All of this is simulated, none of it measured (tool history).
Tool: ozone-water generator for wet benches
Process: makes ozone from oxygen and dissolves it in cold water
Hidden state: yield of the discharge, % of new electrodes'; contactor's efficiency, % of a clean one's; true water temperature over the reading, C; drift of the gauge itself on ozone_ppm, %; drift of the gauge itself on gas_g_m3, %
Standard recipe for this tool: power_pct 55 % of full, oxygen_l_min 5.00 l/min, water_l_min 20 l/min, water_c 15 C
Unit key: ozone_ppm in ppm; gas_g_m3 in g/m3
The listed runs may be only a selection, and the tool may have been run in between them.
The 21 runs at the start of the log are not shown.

run,hour,power_pct,oxygen_l_min,water_l_min,water_c,hours of work since the electrodes were changed,hours of work since the contactor was cleaned,hours of work since the thermometer was calibrated,ozone_ppm,gas_g_m3
# hour 488.7: contactor cleaned, once more
22,488.7,99,7.69,16,8,1170,0,2448,30.0,206.9
23,508.6,45,4.31,16,8,1185,15,2463,18.5,175.0
24,539.6,55,4.81,20,15,1208,38,2486,16.2,186.6
25,556.9,86,5.06,20,15,1221,50,2498,21.9,242.7
26,576.3,62,4.99,26,19,1235,65,2513,13.3,196.5
27,593.5,55,5.00,20,9,1248,77,2525,17.3,181.8
28,617.2,87,6.95,29,17,1265,95,2543,15.2,202.9
29,644.8,55,4.92,20,15,1286,115,2563,15.9,183.8
30,662.4,55,4.92,20,15,1299,128,2576,16.0,181.6
31,695.5,55,4.92,20,15,1323,153,2601,16.0,183.3
32,721.4,98,4.92,18,15,1342,172,2620,25.7,264.9
33,743.2,98,4.92,18,15,1358,188,2636,25.4,268.5
34,771.6,62,6.55,24,11,1379,209,2657,15.6,167.5

Branching from run 34: 3 alternative next runs. What would each branch give?
A,797.3,94,6.55,25,11,1398,228,2676,?,?
B,797.3,60,5.19,13,11,1398,228,2676,?,?
C,797.3,62,6.55,24,8,1398,228,2676,?,?

run,ozone_ppm,gas_g_m3
A,19.8,217.2
B,25.1,185.5
C,16.4,165.8
Had the tool no hidden state, the same runs would have come out as:
run,ozone_ppm,gas_g_m3
A,21.2,230.6
B,26.5,194.1
C,17.2,173.6
